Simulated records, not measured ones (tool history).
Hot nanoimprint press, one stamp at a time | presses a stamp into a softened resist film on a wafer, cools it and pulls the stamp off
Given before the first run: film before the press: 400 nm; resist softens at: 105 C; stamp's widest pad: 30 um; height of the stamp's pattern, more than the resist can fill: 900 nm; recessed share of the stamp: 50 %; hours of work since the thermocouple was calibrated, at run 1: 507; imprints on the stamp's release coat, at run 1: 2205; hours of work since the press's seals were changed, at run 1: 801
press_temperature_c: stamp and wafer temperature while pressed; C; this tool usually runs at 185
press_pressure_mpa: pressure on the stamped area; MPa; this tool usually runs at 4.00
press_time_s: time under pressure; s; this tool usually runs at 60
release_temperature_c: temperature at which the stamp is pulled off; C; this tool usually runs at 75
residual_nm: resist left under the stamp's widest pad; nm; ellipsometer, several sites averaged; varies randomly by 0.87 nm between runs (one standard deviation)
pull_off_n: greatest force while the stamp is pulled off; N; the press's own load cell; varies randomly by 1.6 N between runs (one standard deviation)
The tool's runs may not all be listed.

| run | hour | press_temperature_c | press_pressure_mpa | press_time_s | release_temperature_c | hours of work since the thermocouple was calibrated | imprints on the stamp's release coat | hours of work since the press's seals were changed | residual_nm | pull_off_n |
|---|---|---|---|---|---|---|---|---|---|---|
| 1 | 0.0 | 185 | 4.00 | 60 | 75 | 507 | 2205 | 801 | 161.1 | 149 |
|  | 36.4 | plate thermocouple calibrated |
|  | 42.4 | stamp cleaned and given a new release coat |
| 2 | 72.1 | 185 | 4.00 | 60 | 75 | 24 | 103 | 851 | 160.5 | 146 |
| 3 | 113.9 | 185 | 4.00 | 60 | 75 | 57 | 247 | 884 | 161.4 | 145 |
| 4 | 159.0 | 185 | 4.00 | 60 | 67 | 93 | 403 | 920 | 162.9 | 152 |
| 5 | 195.9 | 185 | 4.00 | 60 | 75 | 122 | 531 | 950 | 162.1 | 145 |
| 6 | 228.6 | 185 | 4.00 | 60 | 75 | 148 | 644 | 976 | 162.1 | 148 |
| 7 | 262.6 | 185 | 4.00 | 60 | 75 | 175 | 761 | 1003 | 162.5 | 149 |
| 8 | 324.9 | 185 | 4.00 | 60 | 75 | 224 | 977 | 1052 | 161.9 | 148 |
| 9 | 372.0 | 185 | 4.00 | 60 | 75 | 262 | 1139 | 1089 | 161.2 | 145 |
| 10 | 419.1 | 185 | 4.00 | 60 | 80 | 299 | 1302 | 1127 | 163.2 | 145 |
| 11 | 453.8 | 185 | 4.73 | 60 | 75 | 327 | 1422 | 1154 | 149.3 | 151 |
| 12 | 509.7 | 195 | 3.92 | 106 | 63 | 371 | 1615 | 1199 | 78.4 | 158 |
| 13 | 568.0 | 195 | 3.92 | 106 | 63 | 418 | 1817 | 1245 | 79.1 | 157 |
|  | 617.9 | press's hydraulic seals changed and the load cell set to zero |
| 14 | 617.9 | 188 | 2.72 | 32 | 68 | 451 | 1962 | 0 | 212.7 | 155 |
| 15 | 660.0 | 183 | 4.00 | 61 | 75 | 484 | 2107 | 33 | 177.7 | 147 |
| 16 | 716.3 | 180 | 4.00 | 41 | 65 | 529 | 2302 | 78 | 232.3 | 157 |
|  | 724.3 | plate thermocouple calibrated |
|  | 730.3 | stamp cleaned and given a new release coat |
| 17 | 764.5 | 186 | 3.54 | 31 | 75 | 27 | 118 | 109 | 209.3 | 147 |
| 18 | 825.1 | 180 | 4.00 | 76 | 75 | 75 | 328 | 157 | 190.8 | 150 |
| 19 | 890.4 | 185 | 4.00 | 94 | 64 | 127 | 553 | 209 | 135.7 | 154 |
| 20 | 953.5 | 195 | 2.54 | 84 | 81 | 177 | 771 | 260 | 111.1 | 144 |
| 21 | 989.4 | 182 | 2.54 | 84 | 80 | 206 | 895 | 288 | 204.8 | 144 |
| 22 | 1056.8 | 174 | 2.54 | 84 | 80 | 259 | 1128 | 342 | 288.4 | 146 |

Here are 4 independent what-if runs from the current tool condition. What would each one return?
| A | 1088.0 | 174 | 2.54 | 50 | 80 | 284 | 1236 | 366 | ? | ? |
| B | 1088.0 | 185 | 4.00 | 36 | 75 | 284 | 1236 | 366 | ? | ? |
| C | 1088.0 | 181 | 2.54 | 84 | 80 | 284 | 1236 | 366 | ? | ? |
| D | 1088.0 | 174 | 5.20 | 119 | 80 | 284 | 1236 | 366 | ? | ? |

| run | residual_nm | pull_off_n |
|---|---|---|
| A | 325.6 | 143 |
| B | 197.4 | 149 |
| C | 215.1 | 145 |
| D | 196.4 | 143 |
Without the tool's hidden state the same runs would have given:
| run | residual_nm | pull_off_n |
|---|---|---|
| A | 318.2 | 143 |
| B | 193.0 | 149 |
| C | 210.3 | 145 |
| D | 192.1 | 143 |
